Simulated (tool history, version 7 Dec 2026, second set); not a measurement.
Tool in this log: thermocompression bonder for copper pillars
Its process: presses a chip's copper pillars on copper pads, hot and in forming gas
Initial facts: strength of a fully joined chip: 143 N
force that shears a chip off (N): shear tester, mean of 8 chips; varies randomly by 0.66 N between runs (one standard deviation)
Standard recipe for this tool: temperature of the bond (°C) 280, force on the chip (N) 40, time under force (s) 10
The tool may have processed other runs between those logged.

run	hour	temperature of the bond (°C)	force on the chip (N)	time under force (s)	force that shears a chip off (N)
1	0.0	280	40	10	50.3
2	8.8	280	40	10	50.1
3	13.5	280	40	10	48.7
4	19.2	280	34	10	44.5
5	25.4	286	40	10	53.4
# hour 28.1: heater calibrated with a thermocouple chip
6	36.8	286	40	10	52.0
7	45.4	280	40	9	45.8
8	53.2	280	40	9	45.9
# hour 60.5: heater calibrated with a thermocouple chip, once more
9	60.9	305	26	7	44.5
10	68.2	305	26	7	44.1
11	73.7	270	44	25	70.6
12	79.3	257	34	14	39.8
13	89.2	280	25	12	39.5
14	99.2	280	48	10	61.1
15	105.6	280	48	10	60.8

Alternative continuations, all from the tool just after run 15; predict every row:
A	115.5	280	40	6	?
B	115.5	280	31	6	?
C	115.5	300	56	8	?
D	115.5	303	46	9	?

run	force that shears a chip off (N)
A	43.4
B	34.6
C	78.2
D	71.3
Had the tool no hidden state, the same runs would have come out as:
run	force that shears a chip off (N)
A	42.9
B	34.1
C	77.8
D	70.8

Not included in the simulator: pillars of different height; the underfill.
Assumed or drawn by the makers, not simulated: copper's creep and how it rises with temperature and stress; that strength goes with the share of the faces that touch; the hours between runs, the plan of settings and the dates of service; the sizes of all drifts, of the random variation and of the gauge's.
